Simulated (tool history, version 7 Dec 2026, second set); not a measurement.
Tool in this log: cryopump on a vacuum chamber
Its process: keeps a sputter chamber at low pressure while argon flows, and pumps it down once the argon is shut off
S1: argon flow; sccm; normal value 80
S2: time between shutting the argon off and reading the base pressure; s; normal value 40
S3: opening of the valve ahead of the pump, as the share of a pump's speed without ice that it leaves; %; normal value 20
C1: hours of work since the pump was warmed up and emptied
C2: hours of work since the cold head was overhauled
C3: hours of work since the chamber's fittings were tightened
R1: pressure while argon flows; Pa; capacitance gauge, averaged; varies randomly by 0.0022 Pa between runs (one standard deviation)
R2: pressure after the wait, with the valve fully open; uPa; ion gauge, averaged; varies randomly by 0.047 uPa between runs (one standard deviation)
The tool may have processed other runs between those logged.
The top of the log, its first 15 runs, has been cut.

run    hour   S1   S2  S3   C1    C2    C3      R1    R2
 16   845.9   80   40  20  421  1074  1463  0.5682  4.82
 17   884.1   80   40  20  437  1089  1478  0.5661  4.88
 18   920.5   80   40  20  451  1104  1493  0.5606  5.10
 19   984.4   69  191  16  477  1130  1519  0.6031  3.04
 20  1051.9   69  191  16  505  1157  1547  0.6041  3.16
 21  1108.2  155   35  17  528  1180  1569  1.2946  5.55
 22  1166.9   43   63  20  552  1204  1593  0.3057  4.30
 23  1203.0   43   63  20  566  1219  1608  0.3071  4.37
 24  1250.4   80   41  16  586  1238  1627  0.7154  5.23
 25  1294.1   80   41  16  603  1256  1645  0.7137  5.18
 26  1327.9   80   41  16  617  1270  1659  0.7100  5.44
 27  1365.1   67   41  21  632  1285  1674  0.4552  5.30
     1417.0  -- pump warmed up, emptied and cooled again
 28  1427.1   67   41  20    4  1308  1697  0.4630  4.87

Expected results for the next run?
 29  1489.4  77  34  20  29  1333  1722   ?   ?

Run 29 produced R1 0.5254 Pa, R2 5.47 uPa.
With no hidden state in the tool, this same run would have given R1 0.5224 Pa, R2 3.28 uPa.
